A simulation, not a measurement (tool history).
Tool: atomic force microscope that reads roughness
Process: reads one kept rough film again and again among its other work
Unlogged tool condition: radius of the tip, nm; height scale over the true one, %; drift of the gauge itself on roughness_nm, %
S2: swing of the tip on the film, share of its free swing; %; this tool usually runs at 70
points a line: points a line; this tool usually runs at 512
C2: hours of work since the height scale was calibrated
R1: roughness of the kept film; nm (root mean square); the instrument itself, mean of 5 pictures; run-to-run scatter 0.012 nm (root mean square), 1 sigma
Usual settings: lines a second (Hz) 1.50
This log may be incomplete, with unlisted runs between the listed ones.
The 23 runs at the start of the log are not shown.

run 24 hour=362.8 | lines_a_second_(Hz)=1.52 S2=74 points_a_line=339 | pictures_with_this_tip=102 C2=316 | R1=2.767
-- hour=382.5 new tip fitted
run 25 hour=385.0 | lines_a_second_(Hz)=1.31 S2=59 points_a_line=262 | pictures_with_this_tip=5 C2=330 | R1=2.845
run 26 hour=395.9 | lines_a_second_(Hz)=1.31 S2=59 points_a_line=262 | pictures_with_this_tip=27 C2=336 | R1=2.806
run 27 hour=410.7 | lines_a_second_(Hz)=1.31 S2=59 points_a_line=262 | pictures_with_this_tip=58 C2=346 | R1=2.813
run 28 hour=423.1 | lines_a_second_(Hz)=0.83 S2=83 points_a_line=429 | pictures_with_this_tip=84 C2=354 | R1=2.789
run 29 hour=438.2 | lines_a_second_(Hz)=0.72 S2=78 points_a_line=683 | pictures_with_this_tip=115 C2=363 | R1=2.827
-- hour=451.0 new tip fitted
run 30 hour=455.0 | lines_a_second_(Hz)=0.72 S2=78 points_a_line=683 | pictures_with_this_tip=8 C2=373 | R1=2.833
run 31 hour=468.9 | lines_a_second_(Hz)=1.35 S2=87 points_a_line=476 | pictures_with_this_tip=37 C2=382 | R1=2.701
run 32 hour=491.7 | lines_a_second_(Hz)=1.35 S2=87 points_a_line=476 | pictures_with_this_tip=84 C2=396 | R1=2.690
run 33 hour=514.3 | lines_a_second_(Hz)=1.58 S2=67 points_a_line=818 | pictures_with_this_tip=131 C2=410 | R1=2.811
-- hour=519.3 new tip fitted
run 34 hour=533.9 | lines_a_second_(Hz)=0.93 S2=67 points_a_line=875 | pictures_with_this_tip=30 C2=422 | R1=2.833

Each row is a separate what-if for the run after 34, all from the same tool condition, not one after another. Results?
run A hour=554.6 | lines_a_second_(Hz)=0.84 S2=70 points_a_line=512 | pictures_with_this_tip=73 C2=435 | R1=?
run B hour=554.6 | lines_a_second_(Hz)=2.14 S2=78 points_a_line=874 | pictures_with_this_tip=73 C2=435 | R1=?
run C hour=554.6 | lines_a_second_(Hz)=0.93 S2=60 points_a_line=472 | pictures_with_this_tip=73 C2=435 | R1=?
run D hour=554.6 | lines_a_second_(Hz)=2.78 S2=60 points_a_line=512 | pictures_with_this_tip=73 C2=435 | R1=?
run E hour=554.6 | lines_a_second_(Hz)=1.87 S2=69 points_a_line=522 | pictures_with_this_tip=73 C2=435 | R1=?

run=A R1=2.833
run=B R1=2.700
run=C R1=2.859
run=D R1=2.807
run=E R1=2.796
What these runs would have given with no unlogged condition in the tool:
run=A R1=2.837
run=B R1=2.703
run=C R1=2.862
run=D R1=2.810
run=E R1=2.800
